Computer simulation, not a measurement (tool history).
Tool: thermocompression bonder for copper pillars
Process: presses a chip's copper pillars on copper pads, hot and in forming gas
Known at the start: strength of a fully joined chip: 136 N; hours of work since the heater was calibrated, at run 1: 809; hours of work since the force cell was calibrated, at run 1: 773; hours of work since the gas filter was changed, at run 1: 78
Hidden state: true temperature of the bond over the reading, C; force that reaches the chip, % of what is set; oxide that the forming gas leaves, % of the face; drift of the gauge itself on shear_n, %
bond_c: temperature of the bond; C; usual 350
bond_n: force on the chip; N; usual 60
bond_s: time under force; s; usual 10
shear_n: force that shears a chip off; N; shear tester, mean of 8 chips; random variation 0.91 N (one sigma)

run,hour,bond_c,bond_n,bond_s,hours of work since the heater was calibrated,hours of work since the force cell was calibrated,hours of work since the gas filter was changed,shear_n
1,0.0,350,60,10,809,773,78,73.8
2,15.4,350,60,10,821,785,90,71.7
3,28.8,350,60,10,832,795,100,71.4
4,50.5,350,60,10,849,812,117,71.8
5,73.0,350,60,10,866,830,135,72.7
6,97.8,350,37,10,886,849,154,42.4
7,126.1,350,37,10,908,871,176,41.8
8,154.0,334,37,10,930,893,198,35.7
9,166.4,350,60,10,940,903,208,71.4
10,194.1,369,60,10,961,924,230,79.8
11,215.6,350,60,10,978,941,246,72.2
12,237.4,350,60,10,995,958,264,70.6
13,263.9,350,60,10,1016,979,284,69.0
14,277.2,350,51,10,1026,990,295,58.4
15,303.3,350,51,10,1047,1010,315,58.5
16,330.4,350,51,10,1068,1031,336,58.0
17,350.2,350,51,10,1083,1047,352,58.0
18,372.2,350,51,10,1101,1064,369,58.5
19,399.9,350,55,10,1122,1086,391,61.4
20,429.1,350,55,10,1145,1108,414,61.9
# hour 442.0: forming gas filter changed
21,454.2,342,45,10,1164,1128,10,51.0
22,473.4,350,41,12,1179,1143,25,51.6

Run 23 comes next. What will it give?
23,493.6,377,60,12,1195,1159,40,?

{"run 23": {"shear_n": 92.5}}
Without the tool's hidden state the same run would have given shear_n 95.1 N.
